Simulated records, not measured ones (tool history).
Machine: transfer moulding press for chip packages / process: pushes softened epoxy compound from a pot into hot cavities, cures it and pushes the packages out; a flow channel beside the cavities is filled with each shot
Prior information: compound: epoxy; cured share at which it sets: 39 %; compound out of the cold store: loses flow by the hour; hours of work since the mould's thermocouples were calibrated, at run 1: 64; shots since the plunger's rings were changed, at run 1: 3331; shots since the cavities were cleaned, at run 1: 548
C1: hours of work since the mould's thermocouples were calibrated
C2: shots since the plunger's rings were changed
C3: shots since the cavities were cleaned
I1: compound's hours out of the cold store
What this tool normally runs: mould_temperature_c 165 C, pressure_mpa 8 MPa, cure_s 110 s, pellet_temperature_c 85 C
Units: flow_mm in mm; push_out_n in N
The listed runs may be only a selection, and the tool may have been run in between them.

Run 1, hour 0: usual settings; C1 64; C2 3331; C3 548; I1 23.4. Result: flow_mm 902 mm, push_out_n 670 N.
Run 2, hour 8.5: usual settings but pellet_temperature_c 93 C; C1 68; C2 3403; C3 620; I1 44. Result: flow_mm 820 mm, push_out_n 636 N.
Run 3, hour 18.4: usual settings but pellet_temperature_c 93 C; C1 73; C2 3486; C3 703; I1 21.4. Result: flow_mm 900 mm, push_out_n 666 N.
At hour 25.9: cavities cleaned with cleaning compound and waxed.
Run 4, hour 28.6: usual settings; C1 77; C2 3560; C3 23; I1 31.3. Result: flow_mm 864 mm, push_out_n 652 N.
Run 5, hour 34.4: usual settings but pressure_mpa 8.01 MPa; C1 79; C2 3609; C3 72; I1 27.7. Result: flow_mm 885 mm, push_out_n 627 N.
Run 6, hour 44.8: usual settings but pressure_mpa 8.01 MPa; C1 84; C2 3698; C3 161; I1 18.5. Result: flow_mm 913 mm, push_out_n 680 N.
Run 7, hour 53.9: usual settings; C1 88; C2 3774; C3 237; I1 36.9. Result: flow_mm 845 mm, push_out_n 666 N.
Run 8, hour 61.4: usual settings but mould_temperature_c 172 C; C1 92; C2 3838; C3 301; I1 27.9. Result: flow_mm 854 mm, push_out_n 474 N.
Run 9, hour 74.8: usual settings but mould_temperature_c 172 C; C1 98; C2 3951; C3 414; I1 27.8. Result: flow_mm 852 mm, push_out_n 477 N.
Run 10, hour 83.8: usual settings but mould_temperature_c 172 C; C1 102; C2 4027; C3 490; I1 35.7. Result: flow_mm 822 mm, push_out_n 487 N.
Run 11, hour 92.8: usual settings but mould_temperature_c 172 C; C1 107; C2 4104; C3 567; I1 40.5. Result: flow_mm 804 mm, push_out_n 486 N.
Run 12, hour 104.9: usual settings but mould_temperature_c 172 C; C1 112; C2 4206; C3 669; I1 35.3. Result: flow_mm 823 mm, push_out_n 489 N.
At hour 116.5: cavities cleaned with cleaning compound and waxed.
Run 13, hour 116.8: usual settings; C1 117; C2 4295; C3 4; I1 45.4. Result: flow_mm 807 mm, push_out_n 652 N.
Run 14, hour 129.3: usual settings; C1 123; C2 4400; C3 109; I1 17.1. Result: flow_mm 920 mm, push_out_n 700 N.
Run 15, hour 138.2: usual settings; C1 127; C2 4475; C3 184; I1 47.6. Result: flow_mm 809 mm, push_out_n 629 N.
Run 16, hour 149.5: usual settings but pellet_temperature_c 95 C; C1 132; C2 4571; C3 280; I1 34. Result: flow_mm 851 mm, push_out_n 631 N.
Run 17, hour 159.4: usual settings but pellet_temperature_c 95 C; C1 137; C2 4655; C3 364; I1 16. Result: flow_mm 940 mm, push_out_n 675 N.
Run 18, hour 165.8: usual settings but mould_temperature_c 168 C, pressure_mpa 7.01 MPa, pellet_temperature_c 77 C; C1 140; C2 4709; C3 418; I1 23.5. Result: flow_mm 836 mm, push_out_n 562 N.
Run 19, hour 171.8: usual settings but mould_temperature_c 168 C, pressure_mpa 7.01 MPa, pellet_temperature_c 77 C; C1 143; C2 4760; C3 469; I1 9.7. Result: flow_mm 890 mm, push_out_n 544 N.
Run 20, hour 181.1: usual settings but mould_temperature_c 172 C; C1 147; C2 4839; C3 548; I1 17.7. Result: flow_mm 891 mm, push_out_n 496 N.
Run 21, hour 190.4: usual settings but mould_temperature_c 172 C, cure_s 102 s, pellet_temperature_c 93 C; C1 151; C2 4917; C3 626; I1 36.9. Result: flow_mm 822 mm, push_out_n 513 N.
Run 22, hour 197.8: usual settings but mould_temperature_c 172 C, cure_s 102 s, pellet_temperature_c 93 C; C1 155; C2 4980; C3 689; I1 12.7. Result: flow_mm 916 mm, push_out_n 512 N.
At hour 206.8: cavities cleaned with cleaning compound and waxed.
Run 23, hour 212.5: usual settings but mould_temperature_c 161 C, pressure_mpa 9.18 MPa, cure_s 117 s, pellet_temperature_c 88 C; C1 161; C2 5092; C3 48; I1 36.9. Result: flow_mm 916 mm, push_out_n 775 N.
At hour 225.1: plunger's sealing rings changed.
Run 24, hour 227.9: usual settings but mould_temperature_c 158 C, pressure_mpa 7.29 MPa, cure_s 115 s; C1 167; C2 24; C3 157; I1 30.2. Result: flow_mm 859 mm, push_out_n 1049 N.
Run 25, hour 239.4: usual settings but mould_temperature_c 163 C, pressure_mpa 7.98 MPa, cure_s 102 s, pellet_temperature_c 84 C; C1 172; C2 121; C3 254; I1 25.5. Result: flow_mm 901 mm, push_out_n 903 N.
Run 26, hour 251.5: usual settings but mould_temperature_c 169 C, pressure_mpa 9.72 MPa; C1 178; C2 224; C3 357; I1 41.8. Result: flow_mm 905 mm, push_out_n 534 N.
Run 27, hour 264.7: usual settings but pressure_mpa 7.77 MPa, cure_s 139 s; C1 184; C2 336; C3 469; I1 22.8. Result: flow_mm 878 mm, push_out_n 488 N.
Run 28, hour 276.8: usual settings but mould_temperature_c 168 C, pressure_mpa 9.71 MPa; C1 190; C2 438; C3 571; I1 33.2. Result: flow_mm 930 mm, push_out_n 557 N.

4 options for the next run, each taken on its own from the tool as it stands now. Forecast them:
Run A, hour 282.4: usual settings but cure_s 115 s, pellet_temperature_c 75 C; C1 192; C2 486; C3 619; I1 10.8. Result: flow_mm ?, push_out_n ?.
Run B, hour 282.4: usual settings but cure_s 150 s, pellet_temperature_c 77 C; C1 192; C2 486; C3 619; I1 10.5. Result: flow_mm ?, push_out_n ?.
Run C, hour 282.4: usual settings but mould_temperature_c 161 C, pressure_mpa 8.79 MPa; C1 192; C2 486; C3 619; I1 35.8. Result: flow_mm ?, push_out_n ?.
Run D, hour 282.4: usual settings but cure_s 112 s, pellet_temperature_c 79 C; C1 192; C2 486; C3 619; I1 31.2. Result: flow_mm ?, push_out_n ?.

run  flow_mm  push_out_n
  A      942         680
  B      963         468
  C      907         886
  D      866         662
Take away the tool's hidden state, keep each run's random variation, and the runs would have read:
run  flow_mm  push_out_n
  A      943         673
  B      963         463
  C      907         877
  D      866         655
